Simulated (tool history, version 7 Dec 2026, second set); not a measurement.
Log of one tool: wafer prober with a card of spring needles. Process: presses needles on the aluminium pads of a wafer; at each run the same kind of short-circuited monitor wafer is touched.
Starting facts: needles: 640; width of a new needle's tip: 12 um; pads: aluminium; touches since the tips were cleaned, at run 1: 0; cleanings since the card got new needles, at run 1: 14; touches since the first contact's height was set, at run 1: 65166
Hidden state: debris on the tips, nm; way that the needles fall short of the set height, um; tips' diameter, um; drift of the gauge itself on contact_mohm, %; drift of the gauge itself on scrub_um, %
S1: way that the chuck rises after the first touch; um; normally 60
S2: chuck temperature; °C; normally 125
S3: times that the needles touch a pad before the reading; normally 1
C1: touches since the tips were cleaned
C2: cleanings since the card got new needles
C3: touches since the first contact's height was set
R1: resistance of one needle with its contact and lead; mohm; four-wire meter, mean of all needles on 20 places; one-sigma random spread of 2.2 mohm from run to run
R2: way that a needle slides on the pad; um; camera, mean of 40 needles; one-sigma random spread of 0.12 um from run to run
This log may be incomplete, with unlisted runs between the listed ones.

run 1 day=0.000 | S1=60 S2=125 S3=1 | C1=0 C2=14 C3=65166 | R1=247 R2=15.13
-- day=0.604 tips cleaned on abrasive film
run 2 day=0.712 | S1=60 S2=54 S3=1 | C1=789 C2=15 C3=70332 | R1=270 R2=15.07
-- day=1.204 tips cleaned on abrasive film
run 3 day=1.204 | S1=60 S2=54 S3=1 | C1=0 C2=16 C3=73875 | R1=235 R2=15.23
-- day=1.754 tips cleaned on abrasive film
run 4 day=1.771 | S1=66 S2=54 S3=1 | C1=99 C2=17 C3=77978 | R1=239 R2=16.85
-- day=2.354 tips cleaned on abrasive film
run 5 day=2.442 | S1=66 S2=54 S3=1 | C1=650 C2=18 C3=82853 | R1=258 R2=16.82
-- day=2.925 tips cleaned on abrasive film
run 6 day=3.162 | S1=66 S2=54 S3=1 | C1=1746 C2=19 C3=88079 | R1=299 R2=16.78
-- day=3.512 tips cleaned on abrasive film
run 7 day=3.621 | S1=66 S2=54 S3=1 | C1=798 C2=20 C3=91393 | R1=260 R2=16.68
run 8 day=4.046 | S1=60 S2=46 S3=1 | C1=3895 C2=20 C3=94490 | R1=330 R2=14.95
-- day=4.092 tips cleaned on abrasive film
run 9 day=4.596 | S1=60 S2=94 S3=1 | C1=3670 C2=21 C3=98456 | R1=336 R2=15.02
-- day=4.692 tips cleaned on abrasive film
run 10 day=5.000 | S1=72 S2=25 S3=1 | C1=2268 C2=22 C3=101393 | R1=282 R2=17.91
-- day=5.283 tips cleaned on abrasive film
run 11 day=5.517 | S1=72 S2=25 S3=1 | C1=1708 C2=23 C3=105110 | R1=279 R2=18.11
-- day=5.842 tips cleaned on abrasive film
run 12 day=5.938 | S1=72 S2=25 S3=1 | C1=697 C2=24 C3=108151 | R1=248 R2=18.19
-- day=6.429 tips cleaned on abrasive film
run 13 day=6.633 | S1=57 S2=28 S3=1 | C1=1486 C2=25 C3=113205 | R1=305 R2=14.21
-- day=7.000 tips cleaned on abrasive film
run 14 day=7.133 | S1=60 S2=91 S3=1 | C1=979 C2=26 C3=116825 | R1=292 R2=14.86

What would each run have given without the hidden state, its run-to-run variation left as it was?
run=1 R1=241 R2=15.50
run=2 R1=221 R2=15.46
run=3 R1=222 R2=15.65
run=4 R1=222 R2=17.31
run=5 R1=221 R2=17.29
run=6 R1=225 R2=17.29
run=7 R1=220 R2=17.21
run=8 R1=219 R2=15.47
run=9 R1=232 R2=15.58
run=10 R1=211 R2=18.48
run=11 R1=213 R2=18.71
run=12 R1=214 R2=18.82
run=13 R1=216 R2=14.87
run=14 R1=233 R2=15.53
